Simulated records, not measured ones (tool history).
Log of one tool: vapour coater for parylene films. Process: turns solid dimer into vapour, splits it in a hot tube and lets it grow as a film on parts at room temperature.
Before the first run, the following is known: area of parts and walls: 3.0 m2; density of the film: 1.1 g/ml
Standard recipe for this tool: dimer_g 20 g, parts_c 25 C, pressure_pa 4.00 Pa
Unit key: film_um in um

run 1 hour=0.0 | dimer_g=20 parts_c=25 pressure_pa=4.00 | film_um=3.72
run 2 hour=25.0 | dimer_g=20 parts_c=25 pressure_pa=4.00 | film_um=3.74
run 3 hour=41.0 | dimer_g=20 parts_c=25 pressure_pa=4.00 | film_um=3.74
run 4 hour=60.5 | dimer_g=20 parts_c=25 pressure_pa=4.00 | film_um=3.69
run 5 hour=81.6 | dimer_g=20 parts_c=25 pressure_pa=4.00 | film_um=3.69
run 6 hour=108.1 | dimer_g=20 parts_c=25 pressure_pa=4.00 | film_um=3.71
run 7 hour=128.7 | dimer_g=20 parts_c=25 pressure_pa=4.00 | film_um=3.67
run 8 hour=140.9 | dimer_g=17 parts_c=23 pressure_pa=2.55 | film_um=3.67
run 9 hour=154.3 | dimer_g=8 parts_c=28 pressure_pa=9.30 | film_um=1.10
-- hour=160.5 trap's valve overhauled
run 10 hour=172.0 | dimer_g=8 parts_c=28 pressure_pa=9.30 | film_um=1.10
run 11 hour=188.6 | dimer_g=34 parts_c=19 pressure_pa=4.49 | film_um=7.09
run 12 hour=215.2 | dimer_g=20 parts_c=27 pressure_pa=3.07 | film_um=3.64
run 13 hour=237.3 | dimer_g=29 parts_c=22 pressure_pa=2.56 | film_um=6.34
run 14 hour=255.1 | dimer_g=20 parts_c=20 pressure_pa=4.00 | film_um=4.14

Branching from run 14: 4 alternative next runs. What would each branch give?
run A hour=279.5 | dimer_g=14 parts_c=26 pressure_pa=2.07 | film_um=?
run B hour=279.5 | dimer_g=20 parts_c=20 pressure_pa=3.05 | film_um=?
run C hour=279.5 | dimer_g=10 parts_c=27 pressure_pa=4.00 | film_um=?
run D hour=279.5 | dimer_g=23 parts_c=34 pressure_pa=9.13 | film_um=?

run=A film_um=2.86
run=B film_um=4.41
run=C film_um=1.70
run=D film_um=2.61
The same runs, with their run-to-run variation unchanged, on a tool lacking any hidden condition would have given:
run=A film_um=3.00
run=B film_um=4.62
run=C film_um=1.78
run=D film_um=2.73
